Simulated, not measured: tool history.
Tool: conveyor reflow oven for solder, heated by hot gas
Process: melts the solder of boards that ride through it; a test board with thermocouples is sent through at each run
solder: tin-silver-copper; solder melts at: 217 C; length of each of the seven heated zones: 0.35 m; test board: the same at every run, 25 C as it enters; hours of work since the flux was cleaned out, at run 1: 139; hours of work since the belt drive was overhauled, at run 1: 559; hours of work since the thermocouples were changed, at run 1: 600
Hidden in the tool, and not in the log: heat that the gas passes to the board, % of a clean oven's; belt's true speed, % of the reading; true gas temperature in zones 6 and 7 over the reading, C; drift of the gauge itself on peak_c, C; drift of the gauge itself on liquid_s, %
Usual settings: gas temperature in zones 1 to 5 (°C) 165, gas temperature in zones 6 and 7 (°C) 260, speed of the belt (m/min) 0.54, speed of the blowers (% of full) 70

run	hour	gas temperature in zones 1 to 5 (°C)	gas temperature in zones 6 and 7 (°C)	speed of the belt (m/min)	speed of the blowers (% of full)	hours of work since the flux was cleaned out	hours of work since the belt drive was overhauled	hours of work since the thermocouples were changed	highest temperature of the board (°C)	time above the solder's melting point (s)
1	0	165	260	0.54	70	139	559	600	241.8	47.5
2	13.1	165	260	0.54	70	149	569	610	241.5	46.9
3	29.6	165	260	0.54	70	162	581	623	241.5	46.5
4	50	165	260	0.54	70	177	597	638	241.3	46.3
5	65.5	165	260	0.54	70	189	608	650	242.1	45.8
# hour 72.8: flux residue cleaned out of gas plates and filters
6	81.9	165	260	0.54	70	7	617	658	241.8	47.9
7	93.6	165	260	0.617	70	16	626	667	238.4	36.3
8	111.3	165	260	0.617	70	29	639	680	238.4	35.8
9	131	165	260	0.54	70	44	654	695	241.4	47.2
10	147.7	165	260	0.54	70	56	667	708	242.6	48.2
11	165.7	165	260	0.475	70	70	680	721	246	58.7
12	178.2	165	260	0.475	70	79	689	731	245.7	58.4
13	197.1	165	260	0.54	70	93	704	745	241.6	47.1
14	212.7	165	256	0.54	70	105	715	757	237.8	42.4
15	230.5	165	256	0.54	70	119	729	770	238.1	43
16	240.1	165	252	0.54	75	126	736	777	235.1	40.9
17	258.3	165	248	0.54	50	140	750	791	224.8	19.8
18	275.4	165	248	0.591	60	152	763	804	225	18.8
19	287.8	165	248	0.591	60	162	772	813	225.2	17.7
20	305.4	159	248	0.591	50	175	785	826	219.4	5.4
21	324.2	154	260	0.54	76	189	799	840	241.5	44.1
# hour 332: flux residue cleaned out of gas plates and filters
22	338.4	165	255	0.54	70	5	806	847	238.1	43
23	351.2	165	255	0.467	69	14	816	857	241.2	56.5
24	363.1	169	249	0.54	70	23	825	866	233.1	37.6
25	371.7	169	249	0.54	70	30	831	872	231.9	37.8
26	389.4	169	251	0.491	89	43	845	886	239.5	55.9
27	400.3	169	251	0.491	89	51	853	894	240.1	55.9

5 ways to go on from here, each from the tool as it stands after run 27. What would each give?
A	412.2	169	269	0.464	76	60	862	903	?	?
B	412.2	165	269	0.597	56	60	862	903	?	?
C	412.2	160	274	0.491	88	60	862	903	?	?
D	412.2	163	250	0.54	75	60	862	903	?	?
E	412.2	165	260	0.523	66	60	862	903	?	?

run	highest temperature of the board (°C)	time above the solder's melting point (s)
A	255.5	70.3
B	240.8	38
C	260.8	69
D	233.7	38.6
E	241.5	48.2
Without the tool's hidden state the same runs would have given:
run	highest temperature of the board (°C)	time above the solder's melting point (s)
A	258.2	70.9
B	242.9	39.4
C	263.5	69.5
D	236.2	41.1
E	243.9	49.8

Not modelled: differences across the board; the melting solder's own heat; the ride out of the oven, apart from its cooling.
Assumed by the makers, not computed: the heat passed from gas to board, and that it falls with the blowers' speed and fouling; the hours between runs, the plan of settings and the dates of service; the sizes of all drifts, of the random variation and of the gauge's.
